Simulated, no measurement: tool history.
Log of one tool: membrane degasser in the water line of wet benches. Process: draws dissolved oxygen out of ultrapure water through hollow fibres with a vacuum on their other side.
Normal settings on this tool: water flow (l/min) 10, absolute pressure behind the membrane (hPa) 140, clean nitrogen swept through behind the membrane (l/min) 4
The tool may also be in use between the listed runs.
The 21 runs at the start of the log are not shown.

run	day	water flow (l/min)	absolute pressure behind the membrane (hPa)	clean nitrogen swept through behind the membrane (l/min)	hours since the membrane was changed	hours since the vacuum gauge was calibrated	hours since the vacuum lines were made tight	dissolved oxygen in the water behind the degasser (ppb)	pressure that the water loses in the fibres (hPa)
22	57.812	13	140	4	3727	1751	1387	214.2	879.9
# day 58.196: gauge calibrated
23	60.75	13	320	4.58	3797	1822	1458	321.3	898.1
24	63.588	6	140	1.87	3865	1890	1526	124.9	416.8
25	65.246	6	140	1.87	3905	1930	1566	124.9	413.7
26	67.254	6	140	1.87	3953	1978	1614	126.1	418.5
27	70.008	13	134	9.89	4019	2044	1680	159.5	902.2
28	73.679	13	134	9.89	4108	2132	1768	162.6	899.2
29	75.812	7	140	4	4159	2184	1820	98.9	484.2
30	78.317	15	108	2.95	4219	2244	1880	245.6	1035.3
31	80.221	10	217	2.95	4264	2289	1925	241.8	690.7

For run 32, what comes out?
32	82.742	10	217	2.95	4325	2350	1986	?	?

Logged for run 32: dissolved oxygen in the water behind the degasser (ppb) 240.6, pressure that the water loses in the fibres (hPa) 683.7.
With the hidden condition absent and the run-to-run variation left alone, this run would have shown dissolved oxygen in the water behind the degasser (ppb) 240.3, pressure that the water loses in the fibres (hPa) 690.4.

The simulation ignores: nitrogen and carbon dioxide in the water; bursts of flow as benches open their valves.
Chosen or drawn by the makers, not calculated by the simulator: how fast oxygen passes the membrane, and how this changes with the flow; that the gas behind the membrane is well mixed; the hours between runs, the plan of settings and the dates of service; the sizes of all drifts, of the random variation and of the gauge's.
